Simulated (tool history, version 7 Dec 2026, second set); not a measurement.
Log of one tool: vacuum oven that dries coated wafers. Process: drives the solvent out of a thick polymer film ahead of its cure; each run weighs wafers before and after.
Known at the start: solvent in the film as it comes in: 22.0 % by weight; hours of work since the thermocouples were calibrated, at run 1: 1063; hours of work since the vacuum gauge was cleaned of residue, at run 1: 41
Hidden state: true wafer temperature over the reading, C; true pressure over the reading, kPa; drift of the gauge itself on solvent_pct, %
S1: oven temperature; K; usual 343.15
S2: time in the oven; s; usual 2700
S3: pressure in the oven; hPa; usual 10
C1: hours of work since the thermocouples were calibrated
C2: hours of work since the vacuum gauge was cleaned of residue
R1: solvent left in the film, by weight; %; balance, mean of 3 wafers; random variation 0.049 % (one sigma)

run,hour,S1,S2,S3,C1,C2,R1
1,0,343.15,2700,10,1063,41,4.97
2,28.1,355.15,2700,10,1078,56,1.36
3,53.3,343.15,2700,10,1092,70,4.98
4,82,343.15,2700,8,1107,86,4.84
5,107.1,343.15,2700,10,1121,99,4.94
6,127.3,343.15,2700,10,1132,110,4.92
7,142.8,343.15,1560,10,1141,119,8.32
8,156.2,343.15,1560,10,1148,126,8.36
9,178.1,343.15,1560,10,1160,138,8.52
10,198.6,343.15,1560,10,1171,149,8.42
11,213,344.15,1860,10,1179,157,6.83
12,243.2,355.15,1860,5.6,1196,174,2.84

Forecast each of these 4 alternatives for the next run:
A,270.9,329.15,2160,33,1211,189,?
B,270.9,328.15,4800,11,1211,189,?
C,270.9,343.15,1860,29.8,1211,189,?
D,270.9,357.15,2280,21.4,1211,189,?

run,R1
A,12.82
B,7.74
C,7.95
D,1.8
Without the tool's hidden state the same runs would have given:
run,R1
A,12.84
B,7.76
C,7.97
D,1.81
